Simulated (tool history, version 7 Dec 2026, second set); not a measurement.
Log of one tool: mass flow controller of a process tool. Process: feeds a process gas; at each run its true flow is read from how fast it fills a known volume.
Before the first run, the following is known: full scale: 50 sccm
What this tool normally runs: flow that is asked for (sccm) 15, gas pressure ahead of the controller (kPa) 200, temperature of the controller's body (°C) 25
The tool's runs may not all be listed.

run	hour	flow that is asked for (sccm)	gas pressure ahead of the controller (kPa)	temperature of the controller's body (°C)	true flow (%)
1	0.0	15	200	25	97.60
2	141.8	15	180	25	97.68
3	271.8	15	238	25	97.61
4	444.9	15	200	25	97.76
5	542.4	15	200	25	97.79
6	693.8	43	200	25	99.70
7	849.1	43	200	25	99.72
8	993.8	31	200	25	98.92
9	1180.3	31	200	27	98.87
10	1326.7	18	145	39	97.71
11	1432.5	10	145	23	97.86
12	1559.0	10	145	23	97.84
# hour 1670.8: controller exchanged for a calibrated one
13	1764.5	10	145	23	97.92
14	1866.0	38	224	23	99.55
15	2033.5	36	252	30	99.22
16	2190.4	36	252	30	99.28
17	2286.6	36	252	30	99.27
18	2427.7	24	253	39	98.08

Run by run, hidden condition taken away, random variation retained:
Hidden conditions of the tool in this case: flow at rest that the sensor doesn't see, % of full scale; true flow over the shown one, %; drift of the gauge itself on true_pct, %.
run	true flow (%)
1	97.59
2	97.63
3	97.52
4	97.63
5	97.64
6	99.52
7	99.50
8	98.67
9	98.57
10	97.38
11	97.50
12	97.45
13	97.50
14	99.10
15	98.73
16	98.75
17	98.71
18	97.50

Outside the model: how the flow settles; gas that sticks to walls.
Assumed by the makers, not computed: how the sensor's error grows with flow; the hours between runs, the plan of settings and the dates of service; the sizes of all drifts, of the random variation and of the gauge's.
